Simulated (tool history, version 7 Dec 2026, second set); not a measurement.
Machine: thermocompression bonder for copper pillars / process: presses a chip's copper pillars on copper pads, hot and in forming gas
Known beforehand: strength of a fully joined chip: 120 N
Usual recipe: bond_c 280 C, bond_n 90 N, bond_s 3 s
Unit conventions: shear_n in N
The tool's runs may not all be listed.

run	hour	bond_c	bond_n	bond_s	shear_n
1	0.0	280	90	3	63.9
2	10.6	280	90	3	63.3
3	22.9	280	90	3	61.4
4	36.4	280	98	3	64.9
5	50.8	280	98	3	66.3
6	68.9	283	90	3	65.7
7	81.7	305	90	3	82.3
8	92.5	305	90	3	79.8
9	111.2	305	90	3	82.7
10	128.5	305	90	3	79.8
11	144.8	287	90	3	69.7
12	161.5	250	90	3	42.4
13	173.2	250	90	3	40.1
14	186.3	280	90	2	54.4
15	196.4	280	90	2	55.0
16	211.4	280	90	2	55.4
17	223.4	280	90	2	54.3
18	242.6	280	90	2	55.1
19	252.3	280	108	3	69.0
20	260.8	280	108	3	68.9
21	280.2	280	108	3	69.7
22	298.9	280	108	3	68.9
23	318.1	280	54	5	57.3
24	331.1	280	54	5	56.6
25	342.3	287	72	9	84.1
26	351.9	287	72	9	83.8
27	363.8	287	72	9	84.0
28	373.3	287	72	9	83.9
29	392.8	254	65	9	55.9
30	402.0	281	90	3	62.5
31	418.4	281	90	3	63.9
32	436.8	305	90	3	80.6
33	454.2	305	90	3	80.8
34	466.7	263	90	4	56.7
35	477.7	297	128	3	88.4
36	490.8	297	128	3	87.2
37	502.5	297	128	3	86.6
38	517.0	259	97	3	50.4
39	529.0	283	109	3	71.6

Between the runs listed above, the log contained 1 entry, not reproduced here. Where in the sequence does each belong, and how does what the log doesn't record of the tool's condition differ from the listed run before to the listed run after?
Logged between run 34 and run 35: forming gas filter changed (hour 471.1)
  oxide that the forming gas leaves, % of the face: 0.8 -> 0.51
